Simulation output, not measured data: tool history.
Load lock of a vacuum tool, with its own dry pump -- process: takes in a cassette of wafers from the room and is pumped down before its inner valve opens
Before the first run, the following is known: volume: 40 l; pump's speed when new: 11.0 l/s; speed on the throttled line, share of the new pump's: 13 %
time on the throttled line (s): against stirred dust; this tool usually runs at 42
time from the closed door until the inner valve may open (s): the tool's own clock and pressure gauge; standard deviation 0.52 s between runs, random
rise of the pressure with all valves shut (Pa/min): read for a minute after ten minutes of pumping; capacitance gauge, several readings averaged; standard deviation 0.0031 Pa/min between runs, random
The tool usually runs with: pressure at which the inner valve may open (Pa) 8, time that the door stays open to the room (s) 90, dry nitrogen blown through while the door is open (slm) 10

| run | day | time on the throttled line (s) | pressure at which the inner valve may open (Pa) | time that the door stays open to the room (s) | dry nitrogen blown through while the door is open (slm) | incoming humidity of the room's air, % | time from the closed door until the inner valve may open (s) | rise of the pressure with all valves shut (Pa/min) |
|---|---|---|---|---|---|---|---|---|
| 1 | 0 | 42 | 8 | 90 | 10 | 44.7 | 77.1 | 0.288 |
| 2 | 28.021 | 42 | 9 | 90 | 10 | 43 | 75.9 | 0.332 |
| 3 | 42.429 | 42 | 9 | 90 | 10 | 44.3 | 76.8 | 0.349 |
| 4 | 68.725 | 42 | 9 | 90 | 10 | 41.4 | 77.8 | 0.378 |
| 5 | 86.662 | 42 | 9 | 90 | 10 | 45.1 | 77.2 | 0.411 |
|  | 97.2 | dry pump taken out, an overhauled one fitted |
| 6 | 116.625 | 42 | 8 | 90 | 10 | 43.7 | 70.8 | 0.454 |
| 7 | 140.438 | 34 | 8 | 90 | 10 | 44.2 | 63.9 | 0.498 |
| 8 | 152.738 | 34 | 8 | 90 | 10 | 44.5 | 64.9 | 0.511 |

What does the tool deliver on the next run?
| 9 | 171.725 | 34 | 8 | 90 | 10 | 43.7 | ? | ? |

time from the closed door until the inner valve may open (s): 64.5
rise of the pressure with all valves shut (Pa/min): 0.545
Were there no unlogged condition in the tool, this run, its random variation unchanged, would have produced time from the closed door until the inner valve may open (s) 64, rise of the pressure with all valves shut (Pa/min) 0.074.

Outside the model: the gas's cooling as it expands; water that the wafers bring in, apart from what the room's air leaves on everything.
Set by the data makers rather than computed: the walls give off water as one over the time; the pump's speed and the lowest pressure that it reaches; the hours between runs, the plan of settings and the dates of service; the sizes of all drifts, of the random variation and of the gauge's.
